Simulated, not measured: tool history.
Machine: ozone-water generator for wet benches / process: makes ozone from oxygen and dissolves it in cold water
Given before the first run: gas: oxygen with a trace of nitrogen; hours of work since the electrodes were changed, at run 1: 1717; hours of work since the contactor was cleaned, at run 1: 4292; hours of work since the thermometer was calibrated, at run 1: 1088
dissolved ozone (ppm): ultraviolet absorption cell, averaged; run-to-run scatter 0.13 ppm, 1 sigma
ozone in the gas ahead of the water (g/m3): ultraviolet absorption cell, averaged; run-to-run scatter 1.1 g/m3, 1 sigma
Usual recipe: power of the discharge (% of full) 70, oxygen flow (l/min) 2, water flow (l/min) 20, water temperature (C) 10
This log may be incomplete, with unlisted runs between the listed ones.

| run | hour | power of the discharge (% of full) | oxygen flow (l/min) | water flow (l/min) | water temperature (C) | hours of work since the electrodes were changed | hours of work since the contactor was cleaned | hours of work since the thermometer was calibrated | dissolved ozone (ppm) | ozone in the gas ahead of the water (g/m3) |
|---|---|---|---|---|---|---|---|---|---|---|
| 1 | 0 | 70 | 2 | 20 | 10 | 1717 | 4292 | 1088 | 12.1 | 183.1 |
| 2 | 53 | 70 | 2 | 20 | 10 | 1766 | 4342 | 1138 | 12.1 | 184.4 |
| 3 | 95 | 70 | 2 | 20 | 10 | 1806 | 4381 | 1177 | 12.1 | 182.6 |
| 4 | 162.4 | 70 | 2 | 20 | 15 | 1869 | 4445 | 1241 | 11.5 | 185.6 |
| 5 | 230.1 | 70 | 2 | 20 | 15 | 1933 | 4509 | 1304 | 11.7 | 184.1 |
| 6 | 282.4 | 70 | 2 | 20 | 15 | 1982 | 4558 | 1353 | 11.4 | 184.2 |
| 7 | 352 | 70 | 2.91 | 20 | 10 | 2048 | 4623 | 1419 | 12.7 | 145 |
| 8 | 389 | 62 | 2.26 | 15 | 8 | 2083 | 4658 | 1454 | 15.1 | 156.3 |
| 9 | 439.8 | 62 | 1.04 | 15 | 6 | 2131 | 4706 | 1502 | 13.2 | 259.1 |
| 10 | 502.8 | 78 | 1.08 | 13 | 6 | 2190 | 4765 | 1561 | 17.9 | 290.6 |
| 11 | 555.7 | 78 | 1.08 | 13 | 6 | 2240 | 4815 | 1611 | 18 | 286.9 |
| 12 | 592.5 | 76 | 2.92 | 13 | 9 | 2274 | 4850 | 1645 | 19.7 | 151.8 |
| 13 | 622.1 | 76 | 2.92 | 13 | 9 | 2302 | 4878 | 1673 | 19.8 | 153.1 |
| 14 | 668.1 | 71 | 2.92 | 17 | 9 | 2345 | 4921 | 1717 | 14.9 | 144.3 |

Forecast each of these 5 alternatives for the next run:
| A | 730 | 70 | 2 | 20 | 6 | 2404 | 4979 | 1775 | ? | ? |
| B | 730 | 71 | 3.51 | 18 | 9 | 2404 | 4979 | 1775 | ? | ? |
| C | 730 | 79 | 3.07 | 17 | 9 | 2404 | 4979 | 1775 | ? | ? |
| D | 730 | 57 | 2.92 | 17 | 9 | 2404 | 4979 | 1775 | ? | ? |
| E | 730 | 71 | 3.54 | 17 | 8 | 2404 | 4979 | 1775 | ? | ? |

| run | dissolved ozone (ppm) | ozone in the gas ahead of the water (g/m3) |
|---|---|---|
| A | 12.2 | 183.3 |
| B | 14.4 | 130.4 |
| C | 15.9 | 150.7 |
| D | 12.7 | 125.7 |
| E | 15.4 | 129.1 |
Had the tool no hidden state, the same runs would have come out as:
| run | dissolved ozone (ppm) | ozone in the gas ahead of the water (g/m3) |
|---|---|---|
| A | 12.9 | 191.9 |
| B | 15.3 | 136.6 |
| C | 17 | 158.4 |
| D | 13.4 | 130.9 |
| E | 16.4 | 135.3 |
